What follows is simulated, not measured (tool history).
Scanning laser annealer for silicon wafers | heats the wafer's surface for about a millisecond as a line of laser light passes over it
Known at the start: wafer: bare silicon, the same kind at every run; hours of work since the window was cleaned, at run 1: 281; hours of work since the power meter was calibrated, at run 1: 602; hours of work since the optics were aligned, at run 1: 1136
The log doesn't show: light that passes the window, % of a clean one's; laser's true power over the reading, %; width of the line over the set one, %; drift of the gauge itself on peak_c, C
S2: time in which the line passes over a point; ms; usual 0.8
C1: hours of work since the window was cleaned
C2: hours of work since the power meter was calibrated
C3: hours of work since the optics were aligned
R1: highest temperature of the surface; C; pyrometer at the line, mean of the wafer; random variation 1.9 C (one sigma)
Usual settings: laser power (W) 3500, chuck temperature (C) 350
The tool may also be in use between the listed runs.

{"run": 1, "hour": 0.0, "laser power (W)": 3500, "S2": 0.8, "chuck temperature (C)": 350, "C1": 281, "C2": 602, "C3": 1136, "R1": 1155}
{"run": 2, "hour": 30.7, "laser power (W)": 3500, "S2": 0.8, "chuck temperature (C)": 350, "C1": 298, "C2": 619, "C3": 1153, "R1": 1154}
{"run": 3, "hour": 70.4, "laser power (W)": 3500, "S2": 0.8, "chuck temperature (C)": 350, "C1": 320, "C2": 641, "C3": 1175, "R1": 1154}
{"run": 4, "hour": 110.5, "laser power (W)": 3500, "S2": 0.8, "chuck temperature (C)": 350, "C1": 342, "C2": 663, "C3": 1197, "R1": 1152}
{"run": 5, "hour": 128.1, "laser power (W)": 3500, "S2": 0.8, "chuck temperature (C)": 350, "C1": 351, "C2": 672, "C3": 1206, "R1": 1147}
{"run": 6, "hour": 163.5, "laser power (W)": 3033, "S2": 0.8, "chuck temperature (C)": 350, "C1": 371, "C2": 692, "C3": 1226, "R1": 1034}
{"run": 7, "hour": 188.4, "laser power (W)": 3033, "S2": 0.8, "chuck temperature (C)": 350, "C1": 384, "C2": 705, "C3": 1239, "R1": 1035}
{"run": 8, "hour": 222.6, "laser power (W)": 3033, "S2": 0.8, "chuck temperature (C)": 350, "C1": 403, "C2": 724, "C3": 1258, "R1": 1033}
{"run": 9, "hour": 244.0, "laser power (W)": 3500, "S2": 0.8, "chuck temperature (C)": 350, "C1": 415, "C2": 736, "C3": 1270, "R1": 1147}
{"run": 10, "hour": 271.8, "laser power (W)": 3819, "S2": 0.8, "chuck temperature (C)": 350, "C1": 430, "C2": 751, "C3": 1285, "R1": 1218}
{"run": 11, "hour": 312.5, "laser power (W)": 3500, "S2": 0.8, "chuck temperature (C)": 362, "C1": 452, "C2": 773, "C3": 1307, "R1": 1153}
{"run": 12, "hour": 344.0, "laser power (W)": 3500, "S2": 0.8, "chuck temperature (C)": 350, "C1": 469, "C2": 791, "C3": 1325, "R1": 1137}
{"run": 13, "hour": 368.1, "laser power (W)": 3500, "S2": 0.739, "chuck temperature (C)": 350, "C1": 483, "C2": 804, "C3": 1338, "R1": 1109}
{"run": 14, "hour": 400.4, "laser power (W)": 3801, "S2": 0.8, "chuck temperature (C)": 350, "C1": 500, "C2": 821, "C3": 1355, "R1": 1207}
{"run": 15, "hour": 440.5, "laser power (W)": 3801, "S2": 0.8, "chuck temperature (C)": 350, "C1": 522, "C2": 843, "C3": 1377, "R1": 1211}
{"hour": 448.4, "done": "optics aligned, line set to its width"}
{"run": 16, "hour": 481.4, "laser power (W)": 3801, "S2": 0.8, "chuck temperature (C)": 327, "C1": 542, "C2": 863, "C3": 18, "R1": 1174}
{"run": 17, "hour": 511.5, "laser power (W)": 3500, "S2": 0.8, "chuck temperature (C)": 350, "C1": 558, "C2": 879, "C3": 35, "R1": 1126}
{"run": 18, "hour": 528.9, "laser power (W)": 3500, "S2": 0.577, "chuck temperature (C)": 325, "C1": 568, "C2": 889, "C3": 44, "R1": 987}
{"run": 19, "hour": 545.7, "laser power (W)": 3196, "S2": 0.8, "chuck temperature (C)": 322, "C1": 577, "C2": 898, "C3": 53, "R1": 1027}
{"run": 20, "hour": 577.9, "laser power (W)": 3562, "S2": 0.889, "chuck temperature (C)": 312, "C1": 595, "C2": 916, "C3": 71, "R1": 1136}
{"run": 21, "hour": 600.4, "laser power (W)": 3286, "S2": 0.795, "chuck temperature (C)": 312, "C1": 607, "C2": 928, "C3": 83, "R1": 1029}
{"run": 22, "hour": 622.2, "laser power (W)": 3833, "S2": 0.741, "chuck temperature (C)": 374, "C1": 619, "C2": 940, "C3": 95, "R1": 1187}
{"hour": 647.9, "done": "optics aligned, line set to its width, once more"}
{"run": 23, "hour": 647.9, "laser power (W)": 3736, "S2": 0.741, "chuck temperature (C)": 383, "C1": 630, "C2": 951, "C3": 0, "R1": 1196}
{"run": 24, "hour": 684.8, "laser power (W)": 3500, "S2": 0.757, "chuck temperature (C)": 372, "C1": 650, "C2": 971, "C3": 20, "R1": 1139}
{"hour": 690.3, "done": "window over the wafer cleaned"}
{"run": 25, "hour": 706.1, "laser power (W)": 3500, "S2": 0.757, "chuck temperature (C)": 372, "C1": 9, "C2": 982, "C3": 31, "R1": 1191}
{"run": 26, "hour": 739.8, "laser power (W)": 3500, "S2": 0.955, "chuck temperature (C)": 314, "C1": 27, "C2": 1000, "C3": 49, "R1": 1228}
{"run": 27, "hour": 776.0, "laser power (W)": 3380, "S2": 0.837, "chuck temperature (C)": 350, "C1": 47, "C2": 1020, "C3": 69, "R1": 1177}
{"run": 28, "hour": 795.6, "laser power (W)": 3380, "S2": 0.837, "chuck temperature (C)": 348, "C1": 58, "C2": 1031, "C3": 80, "R1": 1172}
{"run": 29, "hour": 833.2, "laser power (W)": 3380, "S2": 0.837, "chuck temperature (C)": 348, "C1": 78, "C2": 1052, "C3": 100, "R1": 1170}
{"run": 30, "hour": 860.4, "laser power (W)": 3364, "S2": 0.84, "chuck temperature (C)": 350, "C1": 93, "C2": 1066, "C3": 115, "R1": 1169}
{"run": 31, "hour": 887.6, "laser power (W)": 3364, "S2": 0.84, "chuck temperature (C)": 350, "C1": 108, "C2": 1081, "C3": 130, "R1": 1164}
{"run": 32, "hour": 912.9, "laser power (W)": 3364, "S2": 0.84, "chuck temperature (C)": 350, "C1": 122, "C2": 1095, "C3": 144, "R1": 1162}
{"run": 33, "hour": 947.8, "laser power (W)": 3494, "S2": 0.738, "chuck temperature (C)": 341, "C1": 141, "C2": 1114, "C3": 163, "R1": 1135}

Hidden state at the last listed run before each entry between runs and at the first one after, where it differs:
Between runs 15 and 16: optics aligned, line set to its width (hour 448.4)
  light that passes the window, % of a clean one's: 95.26 -> 95.1; width of the line over the set one, %: 3.64 -> 5.51
  measured less the result without the state, R1: -69 -> -80 C
Between runs 22 and 23: optics aligned, line set to its width, once more (hour 647.9)
  light that passes the window, % of a clean one's: 94.44 -> 94.35; width of the line over the set one, %: 5.72 -> 0.31
  measured less the result without the state, R1: -84 -> -58 C
Between runs 24 and 25: window over the wafer cleaned (hour 690.3)
  light that passes the window, % of a clean one's: 94.17 -> 99.91; width of the line over the set one, %: 0.37 -> 0.39
  measured less the result without the state, R1: -57 -> -8 C
